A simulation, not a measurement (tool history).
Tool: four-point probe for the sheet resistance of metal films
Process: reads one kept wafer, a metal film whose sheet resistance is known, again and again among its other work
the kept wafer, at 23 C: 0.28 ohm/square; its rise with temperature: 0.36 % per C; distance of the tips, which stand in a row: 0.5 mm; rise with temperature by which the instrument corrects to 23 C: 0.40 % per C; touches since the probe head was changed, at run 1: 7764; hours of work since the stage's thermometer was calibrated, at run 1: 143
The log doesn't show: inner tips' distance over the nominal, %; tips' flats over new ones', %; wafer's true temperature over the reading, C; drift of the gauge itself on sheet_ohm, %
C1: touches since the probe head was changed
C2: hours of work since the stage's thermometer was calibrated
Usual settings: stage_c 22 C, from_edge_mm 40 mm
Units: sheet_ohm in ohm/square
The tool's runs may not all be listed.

run 1 day=0 | stage_c=22 from_edge_mm=40 | C1=7764 C2=143 | sheet_ohm=0.2804
run 2 day=0.425 | stage_c=22 from_edge_mm=4 | C1=8048 C2=148 | sheet_ohm=0.28271
run 3 day=1.096 | stage_c=23 from_edge_mm=40 | C1=8496 C2=157 | sheet_ohm=0.280186
run 4 day=1.679 | stage_c=23 from_edge_mm=40 | C1=8883 C2=164 | sheet_ohm=0.280271
run 5 day=2.208 | stage_c=24 from_edge_mm=40 | C1=9238 C2=170 | sheet_ohm=0.27998
run 6 day=2.654 | stage_c=22 from_edge_mm=7 | C1=9536 C2=176 | sheet_ohm=0.280998
run 7 day=3.375 | stage_c=22 from_edge_mm=7 | C1=10017 C2=185 | sheet_ohm=0.281028
run 8 day=4.138 | stage_c=22 from_edge_mm=40 | C1=10525 C2=194 | sheet_ohm=0.280304
run 9 day=4.483 | stage_c=22 from_edge_mm=40 | C1=10756 C2=198 | sheet_ohm=0.280319
run 10 day=4.875 | stage_c=22 from_edge_mm=40 | C1=11017 C2=203 | sheet_ohm=0.280306
run 11 day=5.442 | stage_c=25 from_edge_mm=40 | C1=11396 C2=210 | sheet_ohm=0.279907
run 12 day=6.142 | stage_c=20 from_edge_mm=40 | C1=11863 C2=219 | sheet_ohm=0.280691
run 13 day=6.733 | stage_c=20 from_edge_mm=40 | C1=12257 C2=226 | sheet_ohm=0.280599
run 14 day=7.525 | stage_c=22 from_edge_mm=40 | C1=12784 C2=236 | sheet_ohm=0.28029
run 15 day=7.996 | stage_c=22 from_edge_mm=40 | C1=13100 C2=242 | sheet_ohm=0.280199
run 16 day=8.725 | stage_c=22 from_edge_mm=40 | C1=13584 C2=251 | sheet_ohm=0.280208
run 17 day=9.521 | stage_c=27 from_edge_mm=40 | C1=14116 C2=260 | sheet_ohm=0.279473
run 18 day=10.212 | stage_c=27 from_edge_mm=40 | C1=14578 C2=269 | sheet_ohm=0.279468
run 19 day=10.804 | stage_c=22 from_edge_mm=40 | C1=14973 C2=276 | sheet_ohm=0.280197
run 20 day=11.142 | stage_c=22 from_edge_mm=40 | C1=15198 C2=280 | sheet_ohm=0.28021
run 21 day=11.838 | stage_c=22 from_edge_mm=20 | C1=15661 C2=289 | sheet_ohm=0.280213
run 22 day=12.217 | stage_c=22 from_edge_mm=20 | C1=15914 C2=293 | sheet_ohm=0.280278
run 23 day=12.779 | stage_c=22 from_edge_mm=40 | C1=16289 C2=300 | sheet_ohm=0.280156
run 24 day=13.529 | stage_c=35 from_edge_mm=5 | C1=16791 C2=310 | sheet_ohm=0.279857
run 25 day=14.208 | stage_c=22 from_edge_mm=9 | C1=17243 C2=318 | sheet_ohm=0.280612
run 26 day=14.621 | stage_c=23 from_edge_mm=40 | C1=17520 C2=323 | sheet_ohm=0.280019
run 27 day=15.212 | stage_c=33 from_edge_mm=40 | C1=17914 C2=330 | sheet_ohm=0.278748
run 28 day=16.021 | stage_c=33 from_edge_mm=40 | C1=18453 C2=340 | sheet_ohm=0.278647
run 29 day=16.588 | stage_c=22 from_edge_mm=25 | C1=18832 C2=347 | sheet_ohm=0.280243
run 30 day=17.025 | stage_c=31 from_edge_mm=7 | C1=19123 C2=353 | sheet_ohm=0.279672
run 31 day=17.688 | stage_c=31 from_edge_mm=7 | C1=19564 C2=361 | sheet_ohm=0.279661
run 32 day=18.308 | stage_c=30 from_edge_mm=8 | C1=19979 C2=368 | sheet_ohm=0.279583
run 33 day=18.908 | stage_c=19 from_edge_mm=4 | C1=20380 C2=376 | sheet_ohm=0.282827
run 34 day=19.283 | stage_c=19 from_edge_mm=4 | C1=20631 C2=380 | sheet_ohm=0.28285
run 35 day=19.942 | stage_c=19 from_edge_mm=4 | C1=21071 C2=389 | sheet_ohm=0.282853
run 36 day=20.492 | stage_c=24 from_edge_mm=40 | C1=21436 C2=395 | sheet_ohm=0.27982
run 37 day=21.192 | stage_c=27 from_edge_mm=25 | C1=21903 C2=404 | sheet_ohm=0.279511
run 38 day=21.721 | stage_c=20 from_edge_mm=74 | C1=22258 C2=410 | sheet_ohm=0.280438
run 39 day=22.475 | stage_c=19 from_edge_mm=10 | C1=22759 C2=420 | sheet_ohm=0.280835
run 40 day=23.042 | stage_c=30 from_edge_mm=45 | C1=23137 C2=427 | sheet_ohm=0.278919
run 41 day=23.871 | stage_c=24 from_edge_mm=32 | C1=23691 C2=437 | sheet_ohm=0.279744
run 42 day=24.475 | stage_c=24 from_edge_mm=44 | C1=24093 C2=444 | sheet_ohm=0.279738
run 43 day=24.888 | stage_c=24 from_edge_mm=44 | C1=24368 C2=449 | sheet_ohm=0.279716
run 44 day=25.625 | stage_c=18 from_edge_mm=40 | C1=24862 C2=459 | sheet_ohm=0.280484
run 45 day=26.396 | stage_c=30 from_edge_mm=5 | C1=25377 C2=468 | sheet_ohm=0.280429
run 46 day=26.842 | stage_c=25 from_edge_mm=40 | C1=25672 C2=473 | sheet_ohm=0.279647

Forecast each of these 3 alternatives for the next run:
run A day=27.254 | stage_c=21 from_edge_mm=14 | C1=25948 C2=479 | sheet_ohm=?
run B day=27.254 | stage_c=22 from_edge_mm=40 | C1=25948 C2=479 | sheet_ohm=?
run C day=27.254 | stage_c=29 from_edge_mm=23 | C1=25948 C2=479 | sheet_ohm=?

run=A sheet_ohm=0.280375
run=B sheet_ohm=0.280045
run=C sheet_ohm=0.279206
Without the tool's hidden state the same runs would have given:
run=A sheet_ohm=0.280549
run=B sheet_ohm=0.280219
run=C sheet_ohm=0.279383

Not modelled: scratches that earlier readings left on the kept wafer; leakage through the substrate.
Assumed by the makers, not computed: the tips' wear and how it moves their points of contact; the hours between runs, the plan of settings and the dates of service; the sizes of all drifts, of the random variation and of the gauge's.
